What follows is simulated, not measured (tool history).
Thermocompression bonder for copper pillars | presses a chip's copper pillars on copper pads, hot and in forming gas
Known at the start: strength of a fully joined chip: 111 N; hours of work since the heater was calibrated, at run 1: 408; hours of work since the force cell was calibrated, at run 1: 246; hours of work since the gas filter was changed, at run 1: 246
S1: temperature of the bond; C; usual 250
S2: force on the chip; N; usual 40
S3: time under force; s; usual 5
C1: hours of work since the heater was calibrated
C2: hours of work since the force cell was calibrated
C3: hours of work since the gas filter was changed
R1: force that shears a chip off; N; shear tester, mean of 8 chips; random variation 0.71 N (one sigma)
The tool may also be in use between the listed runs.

{"run": 1, "hour": 0.0, "S1": 250, "S2": 40, "S3": 5, "C1": 408, "C2": 246, "C3": 246, "R1": 41.9}
{"run": 2, "hour": 14.7, "S1": 250, "S2": 40, "S3": 5, "C1": 418, "C2": 256, "C3": 256, "R1": 43.2}
{"run": 3, "hour": 28.6, "S1": 250, "S2": 40, "S3": 5, "C1": 428, "C2": 266, "C3": 266, "R1": 41.1}
{"run": 4, "hour": 50.7, "S1": 250, "S2": 43, "S3": 5, "C1": 444, "C2": 282, "C3": 282, "R1": 44.2}
{"run": 5, "hour": 76.5, "S1": 250, "S2": 59, "S3": 5, "C1": 462, "C2": 300, "C3": 300, "R1": 57.2}
{"run": 6, "hour": 96.8, "S1": 250, "S2": 59, "S3": 5, "C1": 476, "C2": 314, "C3": 314, "R1": 56.8}
{"run": 7, "hour": 118.3, "S1": 250, "S2": 59, "S3": 5, "C1": 492, "C2": 329, "C3": 329, "R1": 56}
{"run": 8, "hour": 138.7, "S1": 250, "S2": 59, "S3": 5, "C1": 506, "C2": 344, "C3": 344, "R1": 56.1}
{"run": 9, "hour": 156.0, "S1": 250, "S2": 59, "S3": 5, "C1": 518, "C2": 356, "C3": 356, "R1": 55.1}
{"run": 10, "hour": 168.1, "S1": 250, "S2": 59, "S3": 5, "C1": 527, "C2": 364, "C3": 364, "R1": 54.6}
{"run": 11, "hour": 187.9, "S1": 250, "S2": 40, "S3": 5, "C1": 541, "C2": 378, "C3": 378, "R1": 39.1}
{"run": 12, "hour": 207.4, "S1": 250, "S2": 40, "S3": 5, "C1": 554, "C2": 392, "C3": 392, "R1": 40.4}
{"run": 13, "hour": 230.6, "S1": 250, "S2": 40, "S3": 5, "C1": 571, "C2": 409, "C3": 409, "R1": 39.9}
{"hour": 244.8, "done": "forming gas filter changed"}
{"run": 14, "hour": 256.7, "S1": 250, "S2": 40, "S3": 5, "C1": 589, "C2": 427, "C3": 8, "R1": 41.6}
{"run": 15, "hour": 276.4, "S1": 250, "S2": 40, "S3": 5, "C1": 603, "C2": 441, "C3": 22, "R1": 41.5}
{"run": 16, "hour": 295.6, "S1": 250, "S2": 41, "S3": 5, "C1": 616, "C2": 454, "C3": 36, "R1": 40.5}
{"run": 17, "hour": 321.8, "S1": 265, "S2": 49, "S3": 5, "C1": 635, "C2": 473, "C3": 54, "R1": 60.8}
{"run": 18, "hour": 336.1, "S1": 231, "S2": 49, "S3": 11, "C1": 645, "C2": 483, "C3": 64, "R1": 45.1}
{"run": 19, "hour": 354.5, "S1": 231, "S2": 49, "S3": 11, "C1": 658, "C2": 496, "C3": 77, "R1": 44.6}
{"run": 20, "hour": 370.1, "S1": 231, "S2": 49, "S3": 11, "C1": 669, "C2": 507, "C3": 88, "R1": 44.4}
{"run": 21, "hour": 381.8, "S1": 231, "S2": 30, "S3": 11, "C1": 677, "C2": 515, "C3": 97, "R1": 28.1}
{"run": 22, "hour": 399.7, "S1": 272, "S2": 33, "S3": 7, "C1": 690, "C2": 528, "C3": 109, "R1": 53.1}
{"run": 23, "hour": 415.0, "S1": 279, "S2": 52, "S3": 5, "C1": 701, "C2": 538, "C3": 120, "R1": 74.7}
{"run": 24, "hour": 428.6, "S1": 250, "S2": 40, "S3": 3, "C1": 710, "C2": 548, "C3": 130, "R1": 32.2}
{"run": 25, "hour": 444.6, "S1": 250, "S2": 40, "S3": 7, "C1": 721, "C2": 559, "C3": 141, "R1": 43.9}
{"run": 26, "hour": 469.6, "S1": 241, "S2": 26, "S3": 3, "C1": 739, "C2": 577, "C3": 159, "R1": 16.8}
{"run": 27, "hour": 492.9, "S1": 241, "S2": 59, "S3": 5, "C1": 756, "C2": 593, "C3": 175, "R1": 45}
{"hour": 502.1, "done": "heater calibrated with a thermocouple chip"}
{"run": 28, "hour": 508.4, "S1": 250, "S2": 40, "S3": 4, "C1": 4, "C2": 603, "C3": 185, "R1": 43.6}
{"run": 29, "hour": 528.1, "S1": 256, "S2": 40, "S3": 5, "C1": 18, "C2": 617, "C3": 199, "R1": 53.5}

4 ways to go on from here, each from the tool as it stands after run 29. What would each give?
{"run": "A", "hour": 554.0, "S1": 265, "S2": 38, "S3": 5, "C1": 37, "C2": 635, "C3": 217, "R1": "?"}
{"run": "B", "hour": 554.0, "S1": 232, "S2": 51, "S3": 6, "C1": 37, "C2": 635, "C3": 217, "R1": "?"}
{"run": "C", "hour": 554.0, "S1": 243, "S2": 57, "S3": 5, "C1": 37, "C2": 635, "C3": 217, "R1": "?"}
{"run": "D", "hour": 554.0, "S1": 230, "S2": 40, "S3": 14, "C1": 37, "C2": 635, "C3": 217, "R1": "?"}

run=A R1=58
run=B R1=45.3
run=C R1=55.7
run=D R1=48.4
Without the tool's hidden state the same runs would have given:
run=A R1=61.6
run=B R1=48.6
run=C R1=59.4
run=D R1=51.8

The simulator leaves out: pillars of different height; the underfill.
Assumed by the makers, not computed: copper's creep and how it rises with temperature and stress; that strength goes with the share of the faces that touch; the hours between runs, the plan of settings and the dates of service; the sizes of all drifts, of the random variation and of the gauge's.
